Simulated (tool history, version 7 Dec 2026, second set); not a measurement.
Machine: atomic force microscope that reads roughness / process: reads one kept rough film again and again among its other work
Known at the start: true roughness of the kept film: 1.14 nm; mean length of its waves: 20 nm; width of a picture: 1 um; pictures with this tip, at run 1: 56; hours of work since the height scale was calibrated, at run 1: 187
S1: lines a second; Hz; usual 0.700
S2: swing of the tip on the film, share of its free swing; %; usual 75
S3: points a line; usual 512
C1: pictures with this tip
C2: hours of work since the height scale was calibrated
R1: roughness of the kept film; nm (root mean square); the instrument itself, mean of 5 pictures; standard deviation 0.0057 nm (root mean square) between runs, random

run 1 hour=0.0 | S1=0.700 S2=75 S3=512 | C1=56 C2=187 | R1=0.996
run 2 hour=11.5 | S1=1.920 S2=75 S3=512 | C1=76 C2=196 | R1=0.915
run 3 hour=19.0 | S1=1.920 S2=75 S3=512 | C1=89 C2=201 | R1=0.930
run 4 hour=26.1 | S1=0.700 S2=57 S3=512 | C1=102 C2=207 | R1=1.013
run 5 hour=33.4 | S1=0.700 S2=57 S3=512 | C1=115 C2=213 | R1=0.999
run 6 hour=44.0 | S1=0.700 S2=68 S3=512 | C1=134 C2=221 | R1=0.986
run 7 hour=55.8 | S1=0.700 S2=68 S3=512 | C1=154 C2=230 | R1=0.970
run 8 hour=64.8 | S1=0.700 S2=75 S3=512 | C1=170 C2=237 | R1=0.955
run 9 hour=74.9 | S1=3.187 S2=75 S3=512 | C1=188 C2=245 | R1=0.826
run 10 hour=83.4 | S1=1.521 S2=60 S3=512 | C1=203 C2=251 | R1=0.960
run 11 hour=93.4 | S1=1.521 S2=76 S3=454 | C1=220 C2=259 | R1=0.889
run 12 hour=99.0 | S1=1.521 S2=76 S3=454 | C1=230 C2=263 | R1=0.885
run 13 hour=107.2 | S1=2.892 S2=88 S3=663 | C1=244 C2=270 | R1=0.727
run 14 hour=116.1 | S1=1.249 S2=79 S3=663 | C1=260 C2=277 | R1=0.881

The next listed run, before its measurement:
run 15 hour=123.6 | S1=3.462 S2=58 S3=331 | C1=273 C2=282 | R1=?

Run 15 yielded R1 0.895 nm (root mean square).
With the hidden condition absent and the run-to-run variation left alone, this run would have shown R1 0.991 nm (root mean square).

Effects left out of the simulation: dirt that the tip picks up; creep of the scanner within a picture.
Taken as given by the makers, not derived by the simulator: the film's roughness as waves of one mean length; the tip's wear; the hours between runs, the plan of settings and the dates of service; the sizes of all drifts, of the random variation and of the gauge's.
